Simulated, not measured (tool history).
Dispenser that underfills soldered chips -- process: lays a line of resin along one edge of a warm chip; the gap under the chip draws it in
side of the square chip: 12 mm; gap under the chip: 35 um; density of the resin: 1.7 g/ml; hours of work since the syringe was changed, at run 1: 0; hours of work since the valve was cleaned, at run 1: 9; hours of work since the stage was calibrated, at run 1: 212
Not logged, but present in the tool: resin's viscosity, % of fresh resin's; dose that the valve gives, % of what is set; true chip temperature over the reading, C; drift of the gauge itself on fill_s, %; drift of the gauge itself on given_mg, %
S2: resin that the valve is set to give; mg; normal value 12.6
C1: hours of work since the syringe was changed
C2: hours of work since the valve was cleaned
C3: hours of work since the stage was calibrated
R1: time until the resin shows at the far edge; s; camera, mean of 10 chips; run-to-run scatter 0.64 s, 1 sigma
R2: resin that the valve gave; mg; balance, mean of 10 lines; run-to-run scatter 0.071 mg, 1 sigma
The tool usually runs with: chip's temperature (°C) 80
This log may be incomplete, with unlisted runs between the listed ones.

run 1 hour=0 | chip's_temperature_(°C)=80 S2=12.6 | C1=0 C2=9 C3=212 | R1=58.9 R2=12.5
run 2 hour=4.3 | chip's_temperature_(°C)=80 S2=12.6 | C1=3 C2=12 C3=215 | R1=66.9 R2=12.42
-- hour=10.5 new syringe of resin
run 3 hour=12.3 | chip's_temperature_(°C)=80 S2=11.5 | C1=1 C2=18 C3=220 | R1=63.5 R2=11.26
run 4 hour=18 | chip's_temperature_(°C)=80 S2=11.5 | C1=5 C2=22 C3=224 | R1=73.1 R2=11.17
-- hour=21.3 new syringe of resin
run 5 hour=25.3 | chip's_temperature_(°C)=80 S2=11.5 | C1=3 C2=26 C3=229 | R1=67.5 R2=11.17
run 6 hour=30.5 | chip's_temperature_(°C)=80 S2=11.5 | C1=6 C2=30 C3=233 | R1=76.7 R2=11.17
-- hour=32.3 new syringe of resin
run 7 hour=36.3 | chip's_temperature_(°C)=76 S2=12.6 | C1=3 C2=34 C3=236 | R1=73.7 R2=12.26
run 8 hour=39.6 | chip's_temperature_(°C)=66 S2=12.6 | C1=5 C2=36 C3=239 | R1=109.4 R2=12.16
-- hour=43.4 new syringe of resin
run 9 hour=44 | chip's_temperature_(°C)=66 S2=11.6 | C1=0 C2=39 C3=241 | R1=93.2 R2=11.16
run 10 hour=49.1 | chip's_temperature_(°C)=80 S2=12.6 | C1=4 C2=42 C3=245 | R1=68.6 R2=12.02
-- hour=54.7 new syringe of resin
run 11 hour=57.2 | chip's_temperature_(°C)=80 S2=12.6 | C1=2 C2=48 C3=250 | R1=64.4 R2=12.07
run 12 hour=63.9 | chip's_temperature_(°C)=80 S2=12.6 | C1=6 C2=52 C3=255 | R1=76.9 R2=12.04
-- hour=65.9 new syringe of resin
run 13 hour=68.1 | chip's_temperature_(°C)=80 S2=12.6 | C1=2 C2=55 C3=258 | R1=62.2 R2=11.96
run 14 hour=75.7 | chip's_temperature_(°C)=83 S2=12.6 | C1=7 C2=60 C3=263 | R1=69.9 R2=11.78
-- hour=76.8 new syringe of resin
run 15 hour=81.5 | chip's_temperature_(°C)=95 S2=12.6 | C1=3 C2=64 C3=267 | R1=43.3 R2=11.88
run 16 hour=85 | chip's_temperature_(°C)=80 S2=12.6 | C1=6 C2=67 C3=269 | R1=73.4 R2=11.82
-- hour=87.7 new syringe of resin
run 17 hour=89 | chip's_temperature_(°C)=80 S2=15 | C1=1 C2=69 C3=272 | R1=61.7 R2=14.16
run 18 hour=96.7 | chip's_temperature_(°C)=80 S2=15 | C1=6 C2=74 C3=277 | R1=73.5 R2=14.01
-- hour=98.6 new syringe of resin
run 19 hour=104.7 | chip's_temperature_(°C)=80 S2=15 | C1=4 C2=80 C3=282 | R1=67.7 R2=13.87
-- hour=109.6 new syringe of resin
run 20 hour=110.8 | chip's_temperature_(°C)=83 S2=14 | C1=1 C2=84 C3=286 | R1=54.5 R2=12.95
run 21 hour=118.4 | chip's_temperature_(°C)=80 S2=12.9 | C1=6 C2=89 C3=292 | R1=74.3 R2=11.74
-- hour=121 new syringe of resin
run 22 hour=122.7 | chip's_temperature_(°C)=80 S2=12.9 | C1=1 C2=92 C3=294 | R1=61 R2=11.86
run 23 hour=129.1 | chip's_temperature_(°C)=80 S2=11.6 | C1=6 C2=96 C3=299 | R1=74.9 R2=10.65
-- hour=132.2 new syringe of resin
run 24 hour=133.1 | chip's_temperature_(°C)=77 S2=15.5 | C1=1 C2=99 C3=301 | R1=63.5 R2=14.13
run 25 hour=139.7 | chip's_temperature_(°C)=77 S2=15.5 | C1=5 C2=103 C3=306 | R1=77.3 R2=14.15
-- hour=143.2 new syringe of resin
run 26 hour=146.9 | chip's_temperature_(°C)=92 S2=11.9 | C1=3 C2=108 C3=311 | R1=49.5 R2=10.74
-- hour=154 new syringe of resin
run 27 hour=155 | chip's_temperature_(°C)=85 S2=11 | C1=1 C2=113 C3=316 | R1=55.1 R2=9.97
run 28 hour=159.6 | chip's_temperature_(°C)=85 S2=11 | C1=4 C2=117 C3=319 | R1=62.4 R2=9.93

What will run 29 give?
-- hour=161.4 dispensing valve cleaned and set on the balance
-- hour=166 new syringe of resin
run 29 hour=166.3 | chip's_temperature_(°C)=76 S2=11.5 | C1=0 C2=3 C3=323 | R1=? R2=?

R1: 67 s
R2: 11.51 mg
The same run, on a tool lacking any hidden state, would have yielded R1 63.9 s, R2 11.53 mg.
